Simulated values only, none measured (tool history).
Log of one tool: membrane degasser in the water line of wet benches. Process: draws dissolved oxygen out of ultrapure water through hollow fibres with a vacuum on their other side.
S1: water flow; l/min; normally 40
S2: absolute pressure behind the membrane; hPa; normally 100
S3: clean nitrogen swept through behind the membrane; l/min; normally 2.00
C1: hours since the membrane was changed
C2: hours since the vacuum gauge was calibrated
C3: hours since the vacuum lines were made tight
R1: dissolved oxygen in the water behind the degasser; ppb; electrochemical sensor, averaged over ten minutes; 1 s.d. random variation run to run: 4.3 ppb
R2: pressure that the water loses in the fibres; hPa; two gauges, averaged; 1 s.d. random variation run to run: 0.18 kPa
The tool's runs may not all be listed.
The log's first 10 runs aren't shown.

Run 11, hour 460.0: usual settings but S3 1.86 l/min; C1 1577; C2 5222; C3 6995. Result: R1 456.3 ppb, R2 357.7 hPa.
At hour 518.8: seals of the vacuum lines changed.
Run 12, hour 526.2: usual settings but S3 1.86 l/min; C1 1641; C2 5286; C3 7. Result: R1 439.0 ppb, R2 358.0 hPa.
Run 13, hour 557.7: usual settings but S3 1.86 l/min; C1 1673; C2 5318; C3 39. Result: R1 455.0 ppb, R2 359.3 hPa.
Run 14, hour 601.8: usual settings but S3 1.86 l/min; C1 1717; C2 5362; C3 83. Result: R1 455.1 ppb, R2 358.8 hPa.
Run 15, hour 663.6: usual settings but S3 1.86 l/min; C1 1779; C2 5424; C3 145. Result: R1 454.0 ppb, R2 360.7 hPa.
At hour 680.3: gauge calibrated.
Run 16, hour 695.8: usual settings but S1 27 l/min; C1 1811; C2 5456; C3 177. Result: R1 269.5 ppb, R2 236.1 hPa.
Run 17, hour 722.6: usual settings but S1 42 l/min, S2 233 hPa; C1 1838; C2 5483; C3 204. Result: R1 1000.7 ppb, R2 364.5 hPa.
Run 18, hour 765.2: usual settings but S1 42 l/min, S2 233 hPa; C1 1880; C2 5525; C3 246. Result: R1 986.8 ppb, R2 368.2 hPa.
Run 19, hour 824.3: usual settings but S1 42 l/min, S2 233 hPa; C1 1939; C2 5584; C3 305. Result: R1 983.0 ppb, R2 368.4 hPa.
Run 20, hour 860.0: usual settings but S1 42 l/min, S2 233 hPa; C1 1975; C2 5620; C3 341. Result: R1 993.0 ppb, R2 372.4 hPa.
Run 21, hour 920.9: usual settings but S1 42 l/min, S2 233 hPa; C1 2036; C2 5681; C3 402. Result: R1 991.3 ppb, R2 372.6 hPa.
Run 22, hour 981.0: usual settings but S1 53 l/min, S3 4.05 l/min; C1 2096; C2 5741; C3 462. Result: R1 431.0 ppb, R2 469.0 hPa.
Run 23, hour 1013.6: usual settings but S1 53 l/min, S3 4.05 l/min; C1 2129; C2 5774; C3 495. Result: R1 427.4 ppb, R2 470.1 hPa.
Run 24, hour 1077.3: usual settings but S1 53 l/min, S3 4.05 l/min; C1 2192; C2 5837; C3 558. Result: R1 438.8 ppb, R2 473.5 hPa.
Run 25, hour 1117.9: usual settings but S1 53 l/min, S3 4.05 l/min; C1 2233; C2 5878; C3 599. Result: R1 440.8 ppb, R2 471.2 hPa.
Run 26, hour 1171.8: usual settings but S1 53 l/min, S3 4.05 l/min; C1 2287; C2 5932; C3 653. Result: R1 442.3 ppb, R2 474.2 hPa.
Run 27, hour 1210.3: usual settings but S1 60 l/min, S3 2.88 l/min; C1 2325; C2 5970; C3 691. Result: R1 586.5 ppb, R2 539.1 hPa.
Run 28, hour 1239.7: usual settings but S2 205 hPa, S3 3.20 l/min; C1 2355; C2 6000; C3 721. Result: R1 618.3 ppb, R2 355.1 hPa.
At hour 1251.9: gauge calibrated.
Run 29, hour 1277.3: usual settings but S2 205 hPa, S3 3.20 l/min; C1 2392; C2 6038; C3 759. Result: R1 604.0 ppb, R2 349.6 hPa.
Run 30, hour 1309.2: usual settings but S1 43 l/min, S2 125 hPa, S3 3.20 l/min; C1 2424; C2 6069; C3 790. Result: R1 438.1 ppb, R2 375.5 hPa.
Run 31, hour 1355.9: usual settings but S2 216 hPa; C1 2471; C2 6116; C3 837. Result: R1 887.1 ppb, R2 346.6 hPa.
Run 32, hour 1417.1: usual settings but S1 45 l/min, S2 147 hPa, S3 3.47 l/min; C1 2532; C2 6177; C3 898. Result: R1 495.8 ppb, R2 395.9 hPa.

Consider 4 possible next runs. They are alternatives, not a sequence: every one starts from the tool as it was left by run 32. What does each give?
Run A, hour 1466.5: usual settings but S2 78 hPa; C1 2582; C2 6227; C3 948. Result: R1 ?, R2 ?.
Run B, hour 1466.5: usual settings but S1 63 l/min, S2 99 hPa, S3 5.75 l/min; C1 2582; C2 6227; C3 948. Result: R1 ?, R2 ?.
Run C, hour 1466.5: usual settings but S1 27 l/min, S2 64 hPa, S3 5.94 l/min; C1 2582; C2 6227; C3 948. Result: R1 ?, R2 ?.
Run D, hour 1466.5: usual settings but S1 45 l/min, S2 230 hPa, S3 3.47 l/min; C1 2582; C2 6227; C3 948. Result: R1 ?, R2 ?.

run     R1     R2
  A  345.5  353.7
  B  478.1  552.5
  C  100.8  240.8
  D  719.1  396.7
Without the tool's hidden state the same runs would have given:
run     R1     R2
  A  344.9  350.2
  B  477.5  547.1
  C  100.5  238.5
  D  718.6  392.8
